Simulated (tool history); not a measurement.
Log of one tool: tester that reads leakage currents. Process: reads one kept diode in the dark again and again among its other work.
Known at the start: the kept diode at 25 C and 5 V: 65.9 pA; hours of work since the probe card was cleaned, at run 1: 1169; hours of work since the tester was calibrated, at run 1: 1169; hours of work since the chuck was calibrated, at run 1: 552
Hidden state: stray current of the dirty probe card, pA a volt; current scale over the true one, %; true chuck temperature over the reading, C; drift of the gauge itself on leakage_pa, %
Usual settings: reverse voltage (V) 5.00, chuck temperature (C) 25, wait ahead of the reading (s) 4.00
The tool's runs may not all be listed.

run    hour  reverse voltage (V)  chuck temperature (C)  wait ahead of the reading (s)  hours of work since the probe card was cleaned  hours of work since the tester was calibrated  hours of work since the chuck was calibrated  current that the tester gives (pA)
  1     0.0                 5.00                     25                           4.00                                            1169                                           1169                                           552                               66.56
  2    25.5                 4.46                     25                           4.00                                            1187                                           1187                                           570                               63.30
  3    46.1                 5.00                     25                           4.00                                            1202                                           1202                                           585                               65.87
  4    91.6                 5.00                     25                           4.00                                            1235                                           1235                                           618                               66.30
  5   119.8                 5.00                     25                           4.00                                            1255                                           1255                                           638                               66.27
  6   140.2                 5.00                     25                           4.00                                            1270                                           1270                                           653                               66.24
  7   180.5                 5.00                     25                           4.00                                            1299                                           1299                                           682                               65.88
  8   224.6                 5.00                     25                           4.00                                            1331                                           1331                                           714                               66.30
  9   257.3                 5.00                     25                           4.00                                            1354                                           1354                                           737                               65.82
 10   307.4                 5.00                     25                           4.00                                            1390                                           1390                                           773                               65.55
 11   349.2                 5.00                     25                           4.00                                            1420                                           1420                                           803                               65.86
 12   392.4                 5.00                     21                           4.00                                            1451                                           1451                                           835                               48.07
 13   417.3                12.25                     25                           4.00                                            1469                                           1469                                           853                               95.76
 14   442.7                 8.02                     25                           4.00                                            1488                                           1488                                           871                               79.01
 15   488.1                 5.00                     25                           4.00                                            1520                                           1520                                           904                               64.85
 16   535.5                 7.45                     25                           4.00                                            1555                                           1555                                           938                               76.97
 17   561.3                 7.45                     21                           6.27                                            1573                                           1573                                           956                               56.66
 18   610.5                 7.45                     21                           2.48                                            1609                                           1609                                           992                               56.98
 19   657.9                 7.45                     21                           2.48                                            1643                                           1643                                          1026                               57.48
 20   697.3                 7.45                     21                           2.48                                            1671                                           1671                                          1054                               57.14
 21   739.9                 2.61                     46                           8.08                                            1702                                           1702                                          1085                              237.72
 22   777.4                 2.61                     46                           8.08                                            1729                                           1729                                          1112                              235.76
 23   799.6                 6.75                     35                           1.81                                            1745                                           1745                                          1128                              155.74
 24   836.4                 1.53                     42                           1.81                                            1771                                           1771                                          1155                              145.39
 25   862.9                 4.31                     53                           0.77                                            1791                                           1791                                          1174                              468.52
 26   904.9                 4.31                     53                           0.77                                            1821                                           1821                                          1204                              466.80
 27   933.4                 4.31                     53                           0.77                                            1841                                           1841                                          1225                              462.20
 28   977.9                 4.31                     53                           0.77                                            1873                                           1873                                          1257                              461.97
 29  1012.9                 4.31                     53                           0.77                                            1899                                           1899                                          1282                              462.54

Hidden state or all else? Some run-to-run changes of current that the tester gives (pA), split into what the settings, what came in and random variation would give without the hidden state, and what is left for the hidden state (with any gauge scatter that isn't in both results):
Run 20 -> 21: reverse voltage (V) 7.45 -> 2.61, chuck temperature (C) 21 -> 46, wait ahead of the reading (s) 2.48 -> 8.08. current that the tester gives (pA) +180.58: hidden state -17.74, all else +198.32.
Run 24 -> 25: reverse voltage (V) 1.53 -> 4.31, chuck temperature (C) 42 -> 53, wait ahead of the reading (s) 1.81 -> 0.77. current that the tester gives (pA) +323.13: hidden state -23.15, all else +346.28.

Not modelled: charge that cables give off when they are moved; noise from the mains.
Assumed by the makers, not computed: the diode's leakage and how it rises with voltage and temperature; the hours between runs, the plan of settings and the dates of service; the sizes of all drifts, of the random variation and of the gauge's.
